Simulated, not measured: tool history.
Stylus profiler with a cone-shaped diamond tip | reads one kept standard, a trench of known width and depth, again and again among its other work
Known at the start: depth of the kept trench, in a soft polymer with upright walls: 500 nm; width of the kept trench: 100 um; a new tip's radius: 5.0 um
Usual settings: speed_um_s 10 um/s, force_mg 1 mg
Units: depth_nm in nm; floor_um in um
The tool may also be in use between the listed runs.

| run | day | speed_um_s | force_mg | depth_nm | floor_um |
|---|---|---|---|---|---|
| 1 | 0 | 10 | 1 | 501.85 | 95.22 |
| 2 | 0.967 | 10 | 1 | 501.92 | 95.24 |
| 3 | 2.288 | 10 | 1 | 501.89 | 95.25 |
| 4 | 3.746 | 10 | 1 | 501.89 | 95.24 |
| 5 | 4.517 | 10 | 2.24 | 502.91 | 95.21 |
| 6 | 5.238 | 24 | 2.24 | 502.93 | 95.13 |
| 7 | 5.979 | 18 | 1 | 501.94 | 95.1 |
| 8 | 6.583 | 10 | 1 | 501.92 | 95.1 |
| 9 | 7.383 | 10 | 1 | 501.95 | 95.17 |
| 10 | 8.658 | 10 | 1 | 502.15 | 95.14 |
| 11 | 9.671 | 13 | 0.36 | 501.55 | 95.02 |
| 12 | 10.962 | 29 | 1.47 | 501.97 | 94.97 |
| 13 | 12.183 | 7 | 1.88 | 502.37 | 95.11 |
| 14 | 13.304 | 7 | 0.41 | 501.03 | 95.06 |
| 15 | 14.296 | 10 | 2.93 | 502.99 | 95.11 |
| 16 | 15.45 | 6 | 0.39 | 500.72 | 95 |
| 17 | 16.392 | 6 | 0.39 | 500.8 | 95 |
| 18 | 17.108 | 8 | 2.22 | 502.74 | 95.08 |
| 19 | 18.317 | 8 | 2.22 | 502.56 | 95.05 |

Taken out of this log: 2 entries between the listed runs. Where each belongs, and how the hidden state differs across it:
Between runs 9 and 10: height scale calibrated on a step standard (day 7.479)
  radius of the tip, um: 5.88 -> 5.92; height scale over the true one, %: 0.103 -> 0.136
  measured less the result without the state, depth_nm: +0.51 -> +0.68 nm; floor_um: -0.39 -> -0.41 um
Between runs 11 and 12: height scale calibrated on a step standard, once more (day 10.921)
  radius of the tip, um: 5.95 -> 5.99; height scale over the true one, %: 0.139 -> 0.013
  measured less the result without the state, depth_nm: +0.69 -> +0.07 nm; floor_um: -0.42 -> -0.43 um
